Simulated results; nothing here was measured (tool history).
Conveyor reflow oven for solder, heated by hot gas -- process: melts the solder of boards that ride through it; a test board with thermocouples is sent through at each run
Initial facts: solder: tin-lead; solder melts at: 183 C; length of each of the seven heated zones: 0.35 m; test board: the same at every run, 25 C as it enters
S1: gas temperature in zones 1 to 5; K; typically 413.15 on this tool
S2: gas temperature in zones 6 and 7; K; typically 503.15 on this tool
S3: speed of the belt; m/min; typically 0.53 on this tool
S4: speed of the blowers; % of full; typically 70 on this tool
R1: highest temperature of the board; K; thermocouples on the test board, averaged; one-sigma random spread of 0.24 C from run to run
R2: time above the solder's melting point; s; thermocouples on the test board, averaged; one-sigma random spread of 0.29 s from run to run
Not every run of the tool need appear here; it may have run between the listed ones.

| run | hour | S1 | S2 | S3 | S4 | R1 | R2 |
|---|---|---|---|---|---|---|---|
| 1 | 0 | 413.15 | 503.15 | 0.53 | 70 | 491.95 | 62.1 |
| 2 | 21.1 | 413.15 | 503.15 | 0.53 | 70 | 492.05 | 62.1 |
| 3 | 45.3 | 413.15 | 503.15 | 0.53 | 70 | 491.65 | 62 |
| 4 | 61.3 | 413.15 | 500.15 | 0.53 | 70 | 488.85 | 60 |
| 5 | 79.5 | 413.15 | 503.15 | 0.53 | 70 | 491.75 | 62.4 |
|  | 86.9 | flux residue cleaned out of gas plates and filters |
| 6 | 113.6 | 413.15 | 503.15 | 0.53 | 70 | 491.05 | 62 |
| 7 | 130.6 | 413.15 | 503.15 | 0.53 | 70 | 491.45 | 61.8 |
| 8 | 162.2 | 413.15 | 503.15 | 0.53 | 70 | 490.85 | 61.7 |
| 9 | 179.1 | 415.15 | 493.15 | 0.564 | 71 | 481.05 | 50.5 |
|  | 197.9 | flux residue cleaned out of gas plates and filters, once more |
| 10 | 206.9 | 423.15 | 515.15 | 0.424 | 53 | 507.65 | 94.3 |
| 11 | 232.3 | 420.15 | 495.15 | 0.452 | 66 | 489.45 | 75.6 |
| 12 | 247 | 424.15 | 501.15 | 0.436 | 54 | 494.35 | 84.4 |

Alternative continuations, all from the tool just after run 12; predict every row:
| A | 280 | 401.15 | 499.15 | 0.53 | 59 | ? | ? |
| B | 280 | 413.15 | 505.15 | 0.489 | 70 | ? | ? |
| C | 280 | 401.15 | 503.15 | 0.452 | 70 | ? | ? |

| run | R1 | R2 |
|---|---|---|
| A | 485.35 | 51.8 |
| B | 496.65 | 71.3 |
| C | 494.95 | 71.5 |
Without the tool's hidden state the same runs would have given:
| run | R1 | R2 |
|---|---|---|
| A | 483.75 | 50.1 |
| B | 495.05 | 69.8 |
| C | 493.35 | 69.9 |
